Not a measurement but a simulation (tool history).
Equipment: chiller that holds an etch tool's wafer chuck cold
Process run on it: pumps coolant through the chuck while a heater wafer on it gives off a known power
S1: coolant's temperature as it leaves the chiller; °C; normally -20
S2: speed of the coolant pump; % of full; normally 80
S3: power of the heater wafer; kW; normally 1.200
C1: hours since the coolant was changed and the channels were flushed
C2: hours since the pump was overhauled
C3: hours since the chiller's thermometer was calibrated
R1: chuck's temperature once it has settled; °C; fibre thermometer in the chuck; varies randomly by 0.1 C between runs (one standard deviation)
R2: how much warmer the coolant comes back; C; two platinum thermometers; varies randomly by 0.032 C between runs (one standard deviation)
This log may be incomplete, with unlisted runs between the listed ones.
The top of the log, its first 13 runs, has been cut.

run   hour   S1  S2     S3    C1    C2   C3     R1    R2
 14  302.4  -20  80  1.400  5095  1112  857   -3.9  4.77
 15  316.6  -20  80  1.400  5109  1127  871   -4.0  4.84
 16  336.5  -20  80  1.400  5129  1146  891   -3.9  4.80
 17  364.5  -29  67  1.182  5157  1174  919  -13.3  4.86
 18  378.3  -29  67  1.182  5171  1188  933  -13.2  4.85
 19  396.1  -29  63  1.488  5189  1206  950   -7.9  6.42
 20  411.0  -29  63  1.488  5204  1221  965   -8.1  6.46
 21  430.0  -29  63  1.488  5223  1240  984   -8.1  6.50

Run 22 has not been measured yet. What should we expect?
 22  456.9  -11  80  1.200  5250  1267  1011   ?   ?

{"run 22": {"R1": 2.8, "R2": 4.12}}
With the hidden condition absent and the run-to-run variation left alone, this run would have shown R1 0.1 °C, R2 3.97 C.
